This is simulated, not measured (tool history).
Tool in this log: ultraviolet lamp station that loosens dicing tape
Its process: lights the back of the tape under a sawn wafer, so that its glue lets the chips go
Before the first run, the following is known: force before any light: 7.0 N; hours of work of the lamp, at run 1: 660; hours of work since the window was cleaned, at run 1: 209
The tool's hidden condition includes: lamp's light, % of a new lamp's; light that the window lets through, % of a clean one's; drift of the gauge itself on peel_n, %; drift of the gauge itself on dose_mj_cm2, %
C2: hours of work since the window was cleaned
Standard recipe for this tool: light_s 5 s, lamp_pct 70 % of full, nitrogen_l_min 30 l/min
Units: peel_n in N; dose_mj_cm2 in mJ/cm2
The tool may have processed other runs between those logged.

{"run": 1, "hour": 0.0, "light_s": 5, "lamp_pct": 70, "nitrogen_l_min": 30, "hours of work of the lamp": 660, "C2": 209, "peel_n": 0.935, "dose_mj_cm2": 167}
{"run": 2, "hour": 13.3, "light_s": 5, "lamp_pct": 70, "nitrogen_l_min": 30, "hours of work of the lamp": 669, "C2": 218, "peel_n": 0.981, "dose_mj_cm2": 173}
{"run": 3, "hour": 38.5, "light_s": 5, "lamp_pct": 65, "nitrogen_l_min": 30, "hours of work of the lamp": 686, "C2": 235, "peel_n": 1.12, "dose_mj_cm2": 156}
{"run": 4, "hour": 64.3, "light_s": 5, "lamp_pct": 65, "nitrogen_l_min": 30, "hours of work of the lamp": 703, "C2": 252, "peel_n": 1.108, "dose_mj_cm2": 154}
{"run": 5, "hour": 82.8, "light_s": 5, "lamp_pct": 65, "nitrogen_l_min": 30, "hours of work of the lamp": 716, "C2": 264, "peel_n": 1.14, "dose_mj_cm2": 150}
{"run": 6, "hour": 102.4, "light_s": 5, "lamp_pct": 65, "nitrogen_l_min": 30, "hours of work of the lamp": 729, "C2": 278, "peel_n": 1.132, "dose_mj_cm2": 152}
{"run": 7, "hour": 116.6, "light_s": 6, "lamp_pct": 65, "nitrogen_l_min": 30, "hours of work of the lamp": 738, "C2": 287, "peel_n": 0.79, "dose_mj_cm2": 185}
{"run": 8, "hour": 140.4, "light_s": 6, "lamp_pct": 65, "nitrogen_l_min": 30, "hours of work of the lamp": 754, "C2": 303, "peel_n": 0.839, "dose_mj_cm2": 180}
{"hour": 146.8, "done": "window cleaned of glue's vapour"}
{"run": 9, "hour": 158.2, "light_s": 6, "lamp_pct": 65, "nitrogen_l_min": 30, "hours of work of the lamp": 766, "C2": 8, "peel_n": 0.754, "dose_mj_cm2": 195}
{"run": 10, "hour": 176.1, "light_s": 6, "lamp_pct": 65, "nitrogen_l_min": 30, "hours of work of the lamp": 778, "C2": 20, "peel_n": 0.746, "dose_mj_cm2": 186}
{"run": 11, "hour": 192.7, "light_s": 6, "lamp_pct": 65, "nitrogen_l_min": 30, "hours of work of the lamp": 789, "C2": 31, "peel_n": 0.798, "dose_mj_cm2": 187}
{"run": 12, "hour": 213.1, "light_s": 6, "lamp_pct": 65, "nitrogen_l_min": 30, "hours of work of the lamp": 803, "C2": 45, "peel_n": 0.798, "dose_mj_cm2": 188}
{"run": 13, "hour": 235.4, "light_s": 4, "lamp_pct": 70, "nitrogen_l_min": 30, "hours of work of the lamp": 818, "C2": 60, "peel_n": 1.435, "dose_mj_cm2": 133}
{"run": 14, "hour": 254.6, "light_s": 7, "lamp_pct": 70, "nitrogen_l_min": 30, "hours of work of the lamp": 831, "C2": 73, "peel_n": 0.497, "dose_mj_cm2": 232}
{"run": 15, "hour": 274.3, "light_s": 7, "lamp_pct": 80, "nitrogen_l_min": 30, "hours of work of the lamp": 844, "C2": 86, "peel_n": 0.386, "dose_mj_cm2": 258}
{"run": 16, "hour": 293.3, "light_s": 2, "lamp_pct": 63, "nitrogen_l_min": 11, "hours of work of the lamp": 857, "C2": 99, "peel_n": 4.37, "dose_mj_cm2": 61}
{"run": 17, "hour": 308.2, "light_s": 2, "lamp_pct": 63, "nitrogen_l_min": 11, "hours of work of the lamp": 867, "C2": 109, "peel_n": 4.412, "dose_mj_cm2": 61}
{"run": 18, "hour": 320.0, "light_s": 4, "lamp_pct": 76, "nitrogen_l_min": 37, "hours of work of the lamp": 875, "C2": 117, "peel_n": 1.159, "dose_mj_cm2": 136}
{"run": 19, "hour": 343.5, "light_s": 8, "lamp_pct": 86, "nitrogen_l_min": 22, "hours of work of the lamp": 891, "C2": 132, "peel_n": 0.324, "dose_mj_cm2": 318}
{"run": 20, "hour": 367.4, "light_s": 8, "lamp_pct": 86, "nitrogen_l_min": 22, "hours of work of the lamp": 907, "C2": 149, "peel_n": 0.324, "dose_mj_cm2": 318}
{"run": 21, "hour": 386.9, "light_s": 5, "lamp_pct": 69, "nitrogen_l_min": 30, "hours of work of the lamp": 920, "C2": 162, "peel_n": 1.101, "dose_mj_cm2": 156}
{"run": 22, "hour": 402.7, "light_s": 5, "lamp_pct": 69, "nitrogen_l_min": 30, "hours of work of the lamp": 931, "C2": 172, "peel_n": 1.091, "dose_mj_cm2": 155}
{"run": 23, "hour": 427.9, "light_s": 4, "lamp_pct": 69, "nitrogen_l_min": 17, "hours of work of the lamp": 948, "C2": 189, "peel_n": 2.148, "dose_mj_cm2": 122}
{"run": 24, "hour": 450.6, "light_s": 4, "lamp_pct": 69, "nitrogen_l_min": 17, "hours of work of the lamp": 963, "C2": 205, "peel_n": 2.107, "dose_mj_cm2": 123}
{"run": 25, "hour": 474.5, "light_s": 6, "lamp_pct": 69, "nitrogen_l_min": 43, "hours of work of the lamp": 979, "C2": 221, "peel_n": 0.653, "dose_mj_cm2": 182}
{"run": 26, "hour": 488.7, "light_s": 6, "lamp_pct": 69, "nitrogen_l_min": 43, "hours of work of the lamp": 989, "C2": 230, "peel_n": 0.648, "dose_mj_cm2": 181}
{"run": 27, "hour": 510.4, "light_s": 2, "lamp_pct": 69, "nitrogen_l_min": 43, "hours of work of the lamp": 1003, "C2": 245, "peel_n": 3.056, "dose_mj_cm2": 61}
{"run": 28, "hour": 530.4, "light_s": 7, "lamp_pct": 86, "nitrogen_l_min": 12, "hours of work of the lamp": 1017, "C2": 258, "peel_n": 0.828, "dose_mj_cm2": 260}
{"run": 29, "hour": 544.9, "light_s": 7, "lamp_pct": 86, "nitrogen_l_min": 12, "hours of work of the lamp": 1026, "C2": 268, "peel_n": 0.855, "dose_mj_cm2": 257}
{"run": 30, "hour": 559.4, "light_s": 7, "lamp_pct": 86, "nitrogen_l_min": 12, "hours of work of the lamp": 1036, "C2": 278, "peel_n": 0.852, "dose_mj_cm2": 256}

3 ways to go on from here, each from the tool as it stands after run 30. What would each give?
{"run": "A", "hour": 578.9, "light_s": 4, "lamp_pct": 86, "nitrogen_l_min": 55, "hours of work of the lamp": 1049, "C2": 291, "peel_n": "?", "dose_mj_cm2": "?"}
{"run": "B", "hour": 578.9, "light_s": 7, "lamp_pct": 86, "nitrogen_l_min": 46, "hours of work of the lamp": 1049, "C2": 291, "peel_n": "?", "dose_mj_cm2": "?"}
{"run": "C", "hour": 578.9, "light_s": 5, "lamp_pct": 66, "nitrogen_l_min": 30, "hours of work of the lamp": 1049, "C2": 291, "peel_n": "?", "dose_mj_cm2": "?"}

run=A peel_n=0.865 dose_mj_cm2=143
run=B peel_n=0.303 dose_mj_cm2=253
run=C peel_n=1.314 dose_mj_cm2=133
Without the tool's unlogged condition, the same runs would have read:
run=A peel_n=0.409 dose_mj_cm2=206
run=B peel_n=0.167 dose_mj_cm2=365
run=C peel_n=0.675 dose_mj_cm2=194
